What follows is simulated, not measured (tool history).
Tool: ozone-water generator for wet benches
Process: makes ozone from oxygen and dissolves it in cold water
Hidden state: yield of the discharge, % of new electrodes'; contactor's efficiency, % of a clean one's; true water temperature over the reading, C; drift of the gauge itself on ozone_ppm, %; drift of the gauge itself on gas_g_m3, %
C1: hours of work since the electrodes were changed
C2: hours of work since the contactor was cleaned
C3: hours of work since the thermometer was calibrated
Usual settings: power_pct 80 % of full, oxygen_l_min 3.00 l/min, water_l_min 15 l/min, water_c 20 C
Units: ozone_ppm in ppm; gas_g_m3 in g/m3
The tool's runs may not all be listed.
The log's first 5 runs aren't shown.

{"run": 6, "hour": 169.3, "power_pct": 80, "oxygen_l_min": 3.0, "water_l_min": 15, "water_c": 20, "C1": 1463, "C2": 4478, "C3": 4478, "ozone_ppm": 13.9, "gas_g_m3": 171.0}
{"run": 7, "hour": 215.4, "power_pct": 80, "oxygen_l_min": 3.0, "water_l_min": 15, "water_c": 20, "C1": 1504, "C2": 4518, "C3": 4518, "ozone_ppm": 13.8, "gas_g_m3": 170.2}
{"run": 8, "hour": 235.0, "power_pct": 52, "oxygen_l_min": 3.0, "water_l_min": 15, "water_c": 20, "C1": 1521, "C2": 4535, "C3": 4535, "ozone_ppm": 9.9, "gas_g_m3": 122.8}
{"run": 9, "hour": 271.8, "power_pct": 52, "oxygen_l_min": 3.0, "water_l_min": 15, "water_c": 20, "C1": 1553, "C2": 4568, "C3": 4568, "ozone_ppm": 9.7, "gas_g_m3": 122.5}
{"run": 10, "hour": 302.8, "power_pct": 52, "oxygen_l_min": 3.0, "water_l_min": 15, "water_c": 20, "C1": 1580, "C2": 4595, "C3": 4595, "ozone_ppm": 9.9, "gas_g_m3": 122.2}
{"run": 11, "hour": 348.4, "power_pct": 80, "oxygen_l_min": 3.0, "water_l_min": 15, "water_c": 20, "C1": 1620, "C2": 4634, "C3": 4634, "ozone_ppm": 13.8, "gas_g_m3": 171.2}
{"run": 12, "hour": 393.1, "power_pct": 80, "oxygen_l_min": 3.0, "water_l_min": 15, "water_c": 20, "C1": 1659, "C2": 4674, "C3": 4674, "ozone_ppm": 13.5, "gas_g_m3": 169.6}
{"hour": 407.7, "done": "contactor cleaned"}
{"run": 13, "hour": 426.0, "power_pct": 80, "oxygen_l_min": 3.0, "water_l_min": 15, "water_c": 20, "C1": 1684, "C2": 16, "C3": 4699, "ozone_ppm": 14.9, "gas_g_m3": 170.7}
{"hour": 429.2, "done": "water thermometer calibrated"}
{"run": 14, "hour": 449.3, "power_pct": 80, "oxygen_l_min": 3.15, "water_l_min": 15, "water_c": 20, "C1": 1704, "C2": 36, "C3": 18, "ozone_ppm": 15.4, "gas_g_m3": 167.7}
{"run": 15, "hour": 479.7, "power_pct": 80, "oxygen_l_min": 3.15, "water_l_min": 15, "water_c": 20, "C1": 1730, "C2": 62, "C3": 44, "ozone_ppm": 15.2, "gas_g_m3": 167.5}
{"run": 16, "hour": 501.6, "power_pct": 80, "oxygen_l_min": 3.0, "water_l_min": 15, "water_c": 20, "C1": 1750, "C2": 82, "C3": 63, "ozone_ppm": 15.1, "gas_g_m3": 169.8}
{"run": 17, "hour": 543.2, "power_pct": 80, "oxygen_l_min": 3.16, "water_l_min": 16, "water_c": 20, "C1": 1786, "C2": 118, "C3": 100, "ozone_ppm": 14.2, "gas_g_m3": 166.6}
{"run": 18, "hour": 585.5, "power_pct": 80, "oxygen_l_min": 3.16, "water_l_min": 16, "water_c": 20, "C1": 1823, "C2": 155, "C3": 136, "ozone_ppm": 14.2, "gas_g_m3": 165.7}
{"run": 19, "hour": 611.3, "power_pct": 70, "oxygen_l_min": 2.64, "water_l_min": 17, "water_c": 20, "C1": 1845, "C2": 177, "C3": 159, "ozone_ppm": 11.5, "gas_g_m3": 159.4}
{"run": 20, "hour": 635.0, "power_pct": 80, "oxygen_l_min": 1.87, "water_l_min": 15, "water_c": 17, "C1": 1866, "C2": 198, "C3": 180, "ozone_ppm": 13.2, "gas_g_m3": 201.4}
{"run": 21, "hour": 673.6, "power_pct": 80, "oxygen_l_min": 1.87, "water_l_min": 15, "water_c": 17, "C1": 1900, "C2": 232, "C3": 213, "ozone_ppm": 13.4, "gas_g_m3": 199.7}

The next listed run, before its measurement:
{"run": 22, "hour": 719.7, "power_pct": 80, "oxygen_l_min": 3.0, "water_l_min": 23, "water_c": 17, "C1": 1940, "C2": 272, "C3": 254, "ozone_ppm": "?", "gas_g_m3": "?"}

ozone_ppm: 10.2 ppm
gas_g_m3: 167.6 g/m3
Without the tool's hidden state the same run would have given ozone_ppm 11.2 ppm, gas_g_m3 183.4 g/m3.
